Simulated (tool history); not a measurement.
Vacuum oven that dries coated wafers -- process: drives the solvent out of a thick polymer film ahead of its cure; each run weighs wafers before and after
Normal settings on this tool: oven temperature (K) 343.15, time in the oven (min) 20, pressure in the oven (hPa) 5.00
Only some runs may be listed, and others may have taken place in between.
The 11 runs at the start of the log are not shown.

{"run": 12, "hour": 103.2, "oven temperature (K)": 343.15, "time in the oven (min)": 11, "pressure in the oven (hPa)": 2.65, "solvent left in the film (%)": 5.99}
{"run": 13, "hour": 116.3, "oven temperature (K)": 343.15, "time in the oven (min)": 11, "pressure in the oven (hPa)": 2.65, "solvent left in the film (%)": 6.0}
{"run": 14, "hour": 127.6, "oven temperature (K)": 343.15, "time in the oven (min)": 11, "pressure in the oven (hPa)": 2.65, "solvent left in the film (%)": 5.94}
{"run": 15, "hour": 141.1, "oven temperature (K)": 343.15, "time in the oven (min)": 11, "pressure in the oven (hPa)": 2.65, "solvent left in the film (%)": 6.0}
{"run": 16, "hour": 152.2, "oven temperature (K)": 343.15, "time in the oven (min)": 11, "pressure in the oven (hPa)": 2.65, "solvent left in the film (%)": 5.95}
{"run": 17, "hour": 163.7, "oven temperature (K)": 343.15, "time in the oven (min)": 11, "pressure in the oven (hPa)": 2.65, "solvent left in the film (%)": 5.99}
{"run": 18, "hour": 170.7, "oven temperature (K)": 343.15, "time in the oven (min)": 20, "pressure in the oven (hPa)": 5.0, "solvent left in the film (%)": 2.4}
{"run": 19, "hour": 180.0, "oven temperature (K)": 343.15, "time in the oven (min)": 20, "pressure in the oven (hPa)": 5.0, "solvent left in the film (%)": 2.38}
{"run": 20, "hour": 191.8, "oven temperature (K)": 343.15, "time in the oven (min)": 20, "pressure in the oven (hPa)": 5.0, "solvent left in the film (%)": 2.42}
{"run": 21, "hour": 206.6, "oven temperature (K)": 332.15, "time in the oven (min)": 20, "pressure in the oven (hPa)": 5.0, "solvent left in the film (%)": 7.37}
{"run": 22, "hour": 213.9, "oven temperature (K)": 332.15, "time in the oven (min)": 20, "pressure in the oven (hPa)": 5.0, "solvent left in the film (%)": 7.44}
{"run": 23, "hour": 221.2, "oven temperature (K)": 332.15, "time in the oven (min)": 20, "pressure in the oven (hPa)": 5.0, "solvent left in the film (%)": 7.49}

Estimate the outcome of run 24 from the log above:
{"run": 24, "hour": 233.6, "oven temperature (K)": 331.15, "time in the oven (min)": 19, "pressure in the oven (hPa)": 7.03, "solvent left in the film (%)": "?"}

{"run 24": {"solvent left in the film (%)": 8.26}}
Had the tool carried no hidden state, the very same run would have given solvent left in the film (%) 8.29.

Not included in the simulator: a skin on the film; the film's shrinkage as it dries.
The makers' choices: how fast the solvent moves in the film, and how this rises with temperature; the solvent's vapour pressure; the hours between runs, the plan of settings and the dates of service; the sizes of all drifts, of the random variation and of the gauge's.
